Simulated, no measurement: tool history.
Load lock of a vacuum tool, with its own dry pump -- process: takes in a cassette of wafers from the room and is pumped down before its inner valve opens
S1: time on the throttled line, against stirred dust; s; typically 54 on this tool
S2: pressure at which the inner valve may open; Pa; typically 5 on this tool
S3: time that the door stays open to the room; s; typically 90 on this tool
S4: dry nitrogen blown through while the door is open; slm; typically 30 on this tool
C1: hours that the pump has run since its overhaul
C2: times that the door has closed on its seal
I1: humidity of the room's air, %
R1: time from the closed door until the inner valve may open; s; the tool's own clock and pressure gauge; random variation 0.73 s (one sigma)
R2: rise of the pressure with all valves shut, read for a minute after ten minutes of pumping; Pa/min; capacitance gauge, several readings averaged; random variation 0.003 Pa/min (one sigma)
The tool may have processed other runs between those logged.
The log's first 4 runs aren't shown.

Run 5, hour 1556.8: usual settings but S2 6 Pa; C1 13845; C2 9485; I1 42.4. Result: R1 121.8 s, R2 0.041 Pa/min.
Run 6, hour 2110.8: usual settings but S2 6 Pa, S4 8 slm; C1 14399; C2 11719; I1 43.5. Result: R1 120.8 s, R2 0.067 Pa/min.
Run 7, hour 2581.7: usual settings but S2 6 Pa, S4 8 slm; C1 14870; C2 13618; I1 46.9. Result: R1 121.2 s, R2 0.067 Pa/min.
Run 8, hour 3094.8: usual settings but S2 6 Pa, S4 8 slm; C1 15384; C2 15688; I1 47.7. Result: R1 122 s, R2 0.076 Pa/min.
Run 9, hour 3504.9: usual settings but S2 6 Pa, S4 8 slm; C1 15794; C2 17341; I1 45.8. Result: R1 123.3 s, R2 0.076 Pa/min.
Run 10, hour 4054.9: usual settings; C1 16344; C2 19560; I1 48.7. Result: R1 124.1 s, R2 0.061 Pa/min.
Run 11, hour 4288.4: usual settings; C1 16577; C2 20502; I1 45. Result: R1 125.1 s, R2 0.062 Pa/min.
Run 12, hour 4776.7: usual settings; C1 17065; C2 22471; I1 47.7. Result: R1 124.6 s, R2 0.065 Pa/min.
Run 13, hour 5175.7: usual settings; C1 17464; C2 24080; I1 48.8. Result: R1 125.6 s, R2 0.079 Pa/min.
Run 14, hour 5648.1: usual settings; C1 17937; C2 25985; I1 45.4. Result: R1 124.5 s, R2 0.077 Pa/min.
At hour 5741.9: dry pump taken out, an overhauled one fitted.
Run 15, hour 6215.8: usual settings but S2 9 Pa; C1 474; C2 28251; I1 43.8. Result: R1 112.6 s, R2 0.077 Pa/min.
Run 16, hour 6757.3: usual settings but S4 5 slm; C1 1015; C2 30434; I1 46. Result: R1 115.3 s, R2 0.113 Pa/min.
Run 17, hour 7098.2: usual settings but S4 5 slm; C1 1356; C2 31809; I1 44.2. Result: R1 117 s, R2 0.112 Pa/min.
Run 18, hour 7564.2: usual settings; C1 1822; C2 33689; I1 43.8. Result: R1 116.8 s, R2 0.097 Pa/min.

Run 19 has not been measured yet. What should we expect?
Run 19, hour 8059.6: usual settings but S1 88 s, S3 75 s, S4 38 slm; C1 2318; C2 35686; I1 44.8. Result: R1 ?, R2 ?.

R1: 141.6 s
R2: 0.095 Pa/min
Take away the tool's hidden state, keep the run-to-run variation as it was, and the same run would have given R1 141 s, R2 0.021 Pa/min.
